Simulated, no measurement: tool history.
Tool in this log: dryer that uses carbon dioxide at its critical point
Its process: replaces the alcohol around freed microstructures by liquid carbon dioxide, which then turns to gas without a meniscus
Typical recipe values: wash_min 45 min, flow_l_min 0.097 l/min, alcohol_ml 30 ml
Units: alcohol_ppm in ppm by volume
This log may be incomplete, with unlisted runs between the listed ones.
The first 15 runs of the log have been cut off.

run	hour	wash_min	flow_l_min	alcohol_ml	alcohol_ppm
16	154.8	45	0.097	43	88
17	160.4	45	0.097	43	84
18	168.6	45	0.097	43	102
19	174.3	45	0.0906	43	126
20	183.9	45	0.0906	43	130
21	190.7	45	0.1477	56	58
22	202.6	42	0.097	44	147
# hour 211.9: inlet filter changed
23	212.5	45	0.115	30	59
24	219.9	45	0.115	30	56
25	227.8	45	0.115	30	64
26	238.4	45	0.115	30	62
27	245.2	45	0.115	30	59
28	255.4	45	0.115	30	66
29	260.7	45	0.115	30	62
30	268.4	45	0.115	30	62
31	279.5	45	0.115	30	65
32	289.4	45	0.115	30	75
33	296.9	33	0.0982	30	239
34	307.3	45	0.1057	23	84
35	313.6	40	0.1298	25	74
36	322.7	57	0.0748	99	156
37	333.3	57	0.0748	99	166

3 ways to go on from here, each from the tool as it stands after run 37. What would each give?
A	340.5	33	0.0748	99	?
B	340.5	63	0.0839	30	?
C	340.5	45	0.097	26	?

run	alcohol_ppm
A	2230
B	84
C	111
Without the tool's hidden state the same runs would have given:
run	alcohol_ppm
A	1738
B	11
C	34
